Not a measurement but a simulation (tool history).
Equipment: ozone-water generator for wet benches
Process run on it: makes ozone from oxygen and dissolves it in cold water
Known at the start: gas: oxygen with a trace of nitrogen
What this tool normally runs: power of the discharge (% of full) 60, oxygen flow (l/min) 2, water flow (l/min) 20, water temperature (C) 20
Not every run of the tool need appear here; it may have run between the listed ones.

run	day	power of the discharge (% of full)	oxygen flow (l/min)	water flow (l/min)	water temperature (C)	dissolved ozone (ppm)	ozone in the gas ahead of the water (g/m3)
1	0	60	2	20	20	8.8	145.4
2	2.571	60	2	20	20	8.8	144.8
3	4.608	60	2	20	20	8.9	145.7
4	5.754	60	2	20	20	8.7	143.7
5	7.896	60	2.82	20	20	9.5	121.3
6	8.983	60	1.71	20	20	8.4	155.8
7	10.421	60	3.29	20	20	9.9	112.8
8	12.704	60	2	20	20	8.7	144.5
9	15.075	60	2	20	20	9	144.2
10	17.342	60	2	20	20	8.8	145.2
11	18.771	60	2	20	20	8.8	144.5
12	21.225	60	2	25	20	7.2	144.6
13	23.104	60	2	25	20	7.1	146.8
14	24.358	60	2	25	20	7	143.5
15	25.762	60	2	25	20	7.2	145.7
16	27.104	60	2	25	20	7.3	145.1
17	28.358	60	2	25	20	7.1	144.8
18	29.596	60	2	25	20	7.3	143.9
19	31.588	60	2	21	20	8.4	144.7
20	32.729	82	1.72	24	20	9.3	204.4
21	35.05	52	2	20	26	7.4	126.9
22	37.508	60	2	20	23	8.7	145.5
23	39.85	60	2	13	20	12.9	146.3
24	40.9	60	2	13	20	13.2	143.8
25	42.112	42	3.44	25	27	5.5	82.4
26	44.342	81	2	26	20	8.8	187.7
27	45.817	70	2	25	20	8.3	166.3
28	48.333	40	2.15	18	21	7	98.3

Consider 4 possible next runs. They are alternatives, not a sequence: every one starts from the tool as it was left by run 28. What does each give?
A	50.283	60	2.9	17	21	?	?
B	50.283	40	2.15	26	25	?	?
C	50.283	46	2	32	17	?	?
D	50.283	53	2.02	18	21	?	?

run	dissolved ozone (ppm)	ozone in the gas ahead of the water (g/m3)
A	10.9	120.3
B	4.8	98.1
C	4.5	114.3
D	8.8	128.8
With no hidden state in the tool, these same runs would have given:
run	dissolved ozone (ppm)	ozone in the gas ahead of the water (g/m3)
A	10.9	120.3
B	4.8	98.1
C	4.5	114.3
D	8.8	128.9
